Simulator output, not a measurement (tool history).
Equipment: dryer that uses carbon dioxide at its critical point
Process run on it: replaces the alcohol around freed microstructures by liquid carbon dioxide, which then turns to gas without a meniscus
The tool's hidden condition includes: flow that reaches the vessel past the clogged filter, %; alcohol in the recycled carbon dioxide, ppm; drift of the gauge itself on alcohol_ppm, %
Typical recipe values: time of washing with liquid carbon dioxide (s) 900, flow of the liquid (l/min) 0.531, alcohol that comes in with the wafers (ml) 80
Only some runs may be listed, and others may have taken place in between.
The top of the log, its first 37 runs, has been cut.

run	hour	time of washing with liquid carbon dioxide (s)	flow of the liquid (l/min)	alcohol that comes in with the wafers (ml)	hours of work since the filter was changed	hours of work since the purifier's bed was changed	alcohol left in the vessel before it's heated (ppm by volume)
38	711.6	780	0.734	80	394	219	99
39	735.5	780	0.734	80	405	230	98
40	751.0	1320	0.531	61	412	237	82
41	766.9	900	0.531	59	419	244	145
42	779.3	900	0.531	59	425	250	136
43	801.8	900	0.531	21	435	260	89
44	822.3	900	0.721	104	445	270	93
45	843.1	900	0.662	56	454	279	92
46	855.2	960	0.368	58	460	285	436

Consider 3 possible next runs. They are alternatives, not a sequence: every one starts from the tool as it was left by run 46. What does each give?
# hour 867.0: inlet filter changed
A	870.6	960	0.368	112	2	291	?
# hour 867.0: inlet filter changed
B	870.6	1140	0.531	80	2	291	?
# hour 867.0: inlet filter changed
C	870.6	900	0.462	80	2	291	?

run	alcohol left in the vessel before it's heated (ppm by volume)
A	518
B	91
C	212
Had the tool no hidden state, the same runs would have come out as:
run	alcohol left in the vessel before it's heated (ppm by volume)
A	433
B	9
C	128
